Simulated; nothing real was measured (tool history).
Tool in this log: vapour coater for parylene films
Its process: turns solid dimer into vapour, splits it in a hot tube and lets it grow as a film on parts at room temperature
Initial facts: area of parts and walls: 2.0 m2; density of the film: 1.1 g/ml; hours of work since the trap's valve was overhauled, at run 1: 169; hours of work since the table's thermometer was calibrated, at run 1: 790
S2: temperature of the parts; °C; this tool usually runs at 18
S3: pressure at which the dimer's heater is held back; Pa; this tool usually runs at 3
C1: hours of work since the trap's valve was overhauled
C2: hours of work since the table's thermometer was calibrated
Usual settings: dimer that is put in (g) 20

{"run": 1, "hour": 0.0, "dimer that is put in (g)": 20, "S2": 18, "S3": 3, "C1": 169, "C2": 790, "thickness of the film (nm)": 6060}
{"run": 2, "hour": 46.8, "dimer that is put in (g)": 20, "S2": 18, "S3": 3, "C1": 208, "C2": 830, "thickness of the film (nm)": 5960}
{"hour": 82.6, "done": "trap's valve overhauled"}
{"run": 3, "hour": 84.5, "dimer that is put in (g)": 20, "S2": 18, "S3": 3, "C1": 2, "C2": 859, "thickness of the film (nm)": 6370}
{"run": 4, "hour": 128.6, "dimer that is put in (g)": 20, "S2": 18, "S3": 3, "C1": 39, "C2": 896, "thickness of the film (nm)": 6310}
{"run": 5, "hour": 179.3, "dimer that is put in (g)": 20, "S2": 18, "S3": 3, "C1": 82, "C2": 939, "thickness of the film (nm)": 6160}
{"run": 6, "hour": 246.2, "dimer that is put in (g)": 20, "S2": 18, "S3": 3, "C1": 139, "C2": 996, "thickness of the film (nm)": 6110}
{"run": 7, "hour": 276.4, "dimer that is put in (g)": 20, "S2": 18, "S3": 4.88, "C1": 165, "C2": 1022, "thickness of the film (nm)": 5370}
{"run": 8, "hour": 342.0, "dimer that is put in (g)": 20, "S2": 28, "S3": 4.88, "C1": 221, "C2": 1078, "thickness of the film (nm)": 4490}
{"hour": 361.7, "done": "trap's valve overhauled"}
{"run": 9, "hour": 379.8, "dimer that is put in (g)": 20, "S2": 28, "S3": 4.88, "C1": 15, "C2": 1107, "thickness of the film (nm)": 4810}
{"run": 10, "hour": 443.9, "dimer that is put in (g)": 20, "S2": 18, "S3": 8.06, "C1": 70, "C2": 1161, "thickness of the film (nm)": 4930}
{"hour": 473.9, "done": "table's thermometer calibrated"}
{"run": 11, "hour": 495.3, "dimer that is put in (g)": 20, "S2": 18, "S3": 2.18, "C1": 113, "C2": 18, "thickness of the film (nm)": 6660}
{"run": 12, "hour": 528.5, "dimer that is put in (g)": 20, "S2": 18, "S3": 2.18, "C1": 141, "C2": 46, "thickness of the film (nm)": 6710}
{"run": 13, "hour": 569.5, "dimer that is put in (g)": 20, "S2": 18, "S3": 2.18, "C1": 176, "C2": 81, "thickness of the film (nm)": 6560}
{"run": 14, "hour": 625.5, "dimer that is put in (g)": 34, "S2": 18, "S3": 3, "C1": 224, "C2": 129, "thickness of the film (nm)": 10190}
{"hour": 642.8, "done": "trap's valve overhauled"}
{"run": 15, "hour": 691.1, "dimer that is put in (g)": 13, "S2": 18, "S3": 3, "C1": 41, "C2": 181, "thickness of the film (nm)": 4150}
{"run": 16, "hour": 747.5, "dimer that is put in (g)": 13, "S2": 18, "S3": 3, "C1": 89, "C2": 230, "thickness of the film (nm)": 4070}
{"run": 17, "hour": 776.1, "dimer that is put in (g)": 17, "S2": 26, "S3": 3, "C1": 114, "C2": 254, "thickness of the film (nm)": 4680}
{"run": 18, "hour": 814.7, "dimer that is put in (g)": 17, "S2": 26, "S3": 3, "C1": 146, "C2": 287, "thickness of the film (nm)": 4620}
{"run": 19, "hour": 880.5, "dimer that is put in (g)": 17, "S2": 26, "S3": 3, "C1": 202, "C2": 343, "thickness of the film (nm)": 4570}
{"hour": 922.5, "done": "trap's valve overhauled"}
{"run": 20, "hour": 937.5, "dimer that is put in (g)": 33, "S2": 26, "S3": 3.64, "C1": 13, "C2": 388, "thickness of the film (nm)": 8850}
{"run": 21, "hour": 967.6, "dimer that is put in (g)": 33, "S2": 26, "S3": 3.64, "C1": 38, "C2": 413, "thickness of the film (nm)": 8770}
{"run": 22, "hour": 1028.4, "dimer that is put in (g)": 33, "S2": 26, "S3": 3.64, "C1": 90, "C2": 465, "thickness of the film (nm)": 8670}
{"run": 23, "hour": 1084.3, "dimer that is put in (g)": 14, "S2": 25, "S3": 5.3, "C1": 138, "C2": 513, "thickness of the film (nm)": 3340}
{"run": 24, "hour": 1135.1, "dimer that is put in (g)": 21, "S2": 18, "S3": 3, "C1": 181, "C2": 556, "thickness of the film (nm)": 6340}
{"run": 25, "hour": 1186.1, "dimer that is put in (g)": 21, "S2": 18, "S3": 3, "C1": 224, "C2": 599, "thickness of the film (nm)": 6200}
{"hour": 1203.0, "done": "trap's valve overhauled"}
{"run": 26, "hour": 1253.4, "dimer that is put in (g)": 21, "S2": 18, "S3": 3, "C1": 43, "C2": 653, "thickness of the film (nm)": 6690}
{"run": 27, "hour": 1304.6, "dimer that is put in (g)": 21, "S2": 18, "S3": 3, "C1": 87, "C2": 697, "thickness of the film (nm)": 6580}
{"run": 28, "hour": 1333.7, "dimer that is put in (g)": 16, "S2": 18, "S3": 8.63, "C1": 111, "C2": 722, "thickness of the film (nm)": 3810}
{"run": 29, "hour": 1393.7, "dimer that is put in (g)": 26, "S2": 14, "S3": 2.41, "C1": 162, "C2": 773, "thickness of the film (nm)": 8900}
{"run": 30, "hour": 1458.0, "dimer that is put in (g)": 26, "S2": 14, "S3": 2.41, "C1": 217, "C2": 827, "thickness of the film (nm)": 8630}
{"hour": 1481.7, "done": "trap's valve overhauled"}
{"run": 31, "hour": 1521.1, "dimer that is put in (g)": 20, "S2": 18, "S3": 7.22, "C1": 34, "C2": 878, "thickness of the film (nm)": 5110}
{"run": 32, "hour": 1561.3, "dimer that is put in (g)": 20, "S2": 18, "S3": 9.47, "C1": 68, "C2": 912, "thickness of the film (nm)": 4740}

Predict each of these 5 candidate next runs independently; none follows another, all start after run 32:
{"run": "A", "hour": 1624.3, "dimer that is put in (g)": 9, "S2": 21, "S3": 8.29, "C1": 121, "C2": 966, "thickness of the film (nm)": "?"}
{"run": "B", "hour": 1624.3, "dimer that is put in (g)": 35, "S2": 12, "S3": 2.36, "C1": 121, "C2": 966, "thickness of the film (nm)": "?"}
{"run": "C", "hour": 1624.3, "dimer that is put in (g)": 20, "S2": 18, "S3": 3, "C1": 121, "C2": 966, "thickness of the film (nm)": "?"}
{"run": "D", "hour": 1624.3, "dimer that is put in (g)": 20, "S2": 18, "S3": 4.95, "C1": 121, "C2": 966, "thickness of the film (nm)": "?"}
{"run": "E", "hour": 1624.3, "dimer that is put in (g)": 16, "S2": 27, "S3": 2.13, "C1": 121, "C2": 966, "thickness of the film (nm)": "?"}

run=A thickness_of_the_film_(nm)=2060
run=B thickness_of_the_film_(nm)=12470
run=C thickness_of_the_film_(nm)=6130
run=D thickness_of_the_film_(nm)=5450
run=E thickness_of_the_film_(nm)=4680
With no hidden state in the tool, these same runs would have given:
run=A thickness_of_the_film_(nm)=2170
run=B thickness_of_the_film_(nm)=13110
run=C thickness_of_the_film_(nm)=6440
run=D thickness_of_the_film_(nm)=5730
run=E thickness_of_the_film_(nm)=4920
